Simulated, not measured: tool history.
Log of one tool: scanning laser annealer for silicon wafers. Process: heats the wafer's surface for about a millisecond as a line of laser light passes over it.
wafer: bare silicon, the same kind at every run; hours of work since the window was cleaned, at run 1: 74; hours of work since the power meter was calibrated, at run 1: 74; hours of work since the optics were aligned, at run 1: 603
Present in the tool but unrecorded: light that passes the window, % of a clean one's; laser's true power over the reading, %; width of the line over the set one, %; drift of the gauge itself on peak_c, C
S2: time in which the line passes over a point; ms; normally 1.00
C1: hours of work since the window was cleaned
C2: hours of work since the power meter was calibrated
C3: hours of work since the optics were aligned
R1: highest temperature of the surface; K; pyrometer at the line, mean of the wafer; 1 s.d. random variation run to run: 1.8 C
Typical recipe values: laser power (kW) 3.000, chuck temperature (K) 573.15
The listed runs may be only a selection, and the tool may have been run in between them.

run 1 hour=0.0 | laser_power_(kW)=3.000 S2=1.00 chuck_temperature_(K)=573.15 | C1=74 C2=74 C3=603 | R1=1301.15
run 2 hour=41.1 | laser_power_(kW)=3.000 S2=1.00 chuck_temperature_(K)=573.15 | C1=93 C2=93 C3=622 | R1=1298.15
run 3 hour=62.5 | laser_power_(kW)=3.000 S2=1.00 chuck_temperature_(K)=573.15 | C1=103 C2=103 C3=632 | R1=1294.15
run 4 hour=99.9 | laser_power_(kW)=3.000 S2=1.00 chuck_temperature_(K)=610.15 | C1=120 C2=120 C3=649 | R1=1334.15
run 5 hour=116.8 | laser_power_(kW)=3.000 S2=1.00 chuck_temperature_(K)=573.15 | C1=127 C2=127 C3=656 | R1=1296.15
run 6 hour=154.7 | laser_power_(kW)=3.000 S2=1.08 chuck_temperature_(K)=573.15 | C1=145 C2=145 C3=674 | R1=1322.15
run 7 hour=174.4 | laser_power_(kW)=3.000 S2=1.08 chuck_temperature_(K)=573.15 | C1=154 C2=154 C3=683 | R1=1322.15
run 8 hour=192.6 | laser_power_(kW)=3.000 S2=1.00 chuck_temperature_(K)=573.15 | C1=162 C2=162 C3=691 | R1=1292.15
run 9 hour=223.5 | laser_power_(kW)=3.000 S2=1.00 chuck_temperature_(K)=573.15 | C1=176 C2=176 C3=705 | R1=1295.15
run 10 hour=254.3 | laser_power_(kW)=2.989 S2=1.00 chuck_temperature_(K)=573.15 | C1=190 C2=190 C3=719 | R1=1287.15
run 11 hour=285.3 | laser_power_(kW)=3.000 S2=1.00 chuck_temperature_(K)=562.15 | C1=204 C2=204 C3=733 | R1=1278.15
run 12 hour=311.4 | laser_power_(kW)=3.000 S2=1.00 chuck_temperature_(K)=580.15 | C1=216 C2=216 C3=745 | R1=1296.15
run 13 hour=339.4 | laser_power_(kW)=3.000 S2=1.00 chuck_temperature_(K)=580.15 | C1=229 C2=229 C3=758 | R1=1295.15
run 14 hour=378.5 | laser_power_(kW)=3.000 S2=1.00 chuck_temperature_(K)=580.15 | C1=247 C2=247 C3=776 | R1=1292.15
run 15 hour=408.2 | laser_power_(kW)=3.000 S2=1.00 chuck_temperature_(K)=580.15 | C1=260 C2=260 C3=789 | R1=1295.15
run 16 hour=431.2 | laser_power_(kW)=2.876 S2=0.79 chuck_temperature_(K)=600.15 | C1=270 C2=270 C3=800 | R1=1202.15
-- hour=437.0 laser's power meter calibrated
run 17 hour=468.4 | laser_power_(kW)=3.000 S2=1.00 chuck_temperature_(K)=603.15 | C1=286 C2=14 C3=815 | R1=1315.15
run 18 hour=507.0 | laser_power_(kW)=2.590 S2=0.91 chuck_temperature_(K)=545.15 | C1=304 C2=32 C3=833 | R1=1127.15
run 19 hour=535.3 | laser_power_(kW)=3.217 S2=1.00 chuck_temperature_(K)=555.15 | C1=316 C2=45 C3=846 | R1=1322.15
run 20 hour=559.6 | laser_power_(kW)=3.203 S2=0.91 chuck_temperature_(K)=610.15 | C1=328 C2=56 C3=857 | R1=1333.15
run 21 hour=581.8 | laser_power_(kW)=3.203 S2=0.73 chuck_temperature_(K)=610.15 | C1=338 C2=66 C3=867 | R1=1255.15
run 22 hour=613.4 | laser_power_(kW)=3.000 S2=1.00 chuck_temperature_(K)=572.15 | C1=352 C2=80 C3=881 | R1=1282.15
-- hour=629.1 laser's power meter calibrated, once more
-- hour=652.7 window over the wafer cleaned
run 23 hour=656.2 | laser_power_(kW)=3.000 S2=1.00 chuck_temperature_(K)=572.15 | C1=2 C2=11 C3=898 | R1=1295.15
run 24 hour=674.9 | laser_power_(kW)=3.000 S2=1.00 chuck_temperature_(K)=567.15 | C1=10 C2=20 C3=907 | R1=1292.15
run 25 hour=696.4 | laser_power_(kW)=3.000 S2=1.00 chuck_temperature_(K)=567.15 | C1=20 C2=30 C3=917 | R1=1289.15
run 26 hour=730.8 | laser_power_(kW)=2.689 S2=0.85 chuck_temperature_(K)=586.15 | C1=36 C2=45 C3=932 | R1=1178.15
run 27 hour=761.9 | laser_power_(kW)=3.000 S2=1.00 chuck_temperature_(K)=566.15 | C1=50 C2=60 C3=946 | R1=1289.15

Branching from run 27: 5 alternative next runs. What would each branch give?
run A hour=780.0 | laser_power_(kW)=2.867 S2=1.12 chuck_temperature_(K)=566.15 | C1=58 C2=68 C3=955 | R1=?
run B hour=780.0 | laser_power_(kW)=2.938 S2=1.01 chuck_temperature_(K)=603.15 | C1=58 C2=68 C3=955 | R1=?
run C hour=780.0 | laser_power_(kW)=2.587 S2=1.00 chuck_temperature_(K)=566.15 | C1=58 C2=68 C3=955 | R1=?
run D hour=780.0 | laser_power_(kW)=3.088 S2=0.96 chuck_temperature_(K)=603.15 | C1=58 C2=68 C3=955 | R1=?
run E hour=780.0 | laser_power_(kW)=2.984 S2=1.20 chuck_temperature_(K)=545.15 | C1=58 C2=68 C3=955 | R1=?

run=A R1=1294.15
run=B R1=1311.15
run=C R1=1183.15
run=D R1=1331.15
run=E R1=1332.15
Take away the tool's hidden state, keep each run's random variation, and the runs would have read:
run=A R1=1308.15
run=B R1=1326.15
run=C R1=1195.15
run=D R1=1346.15
run=E R1=1348.15
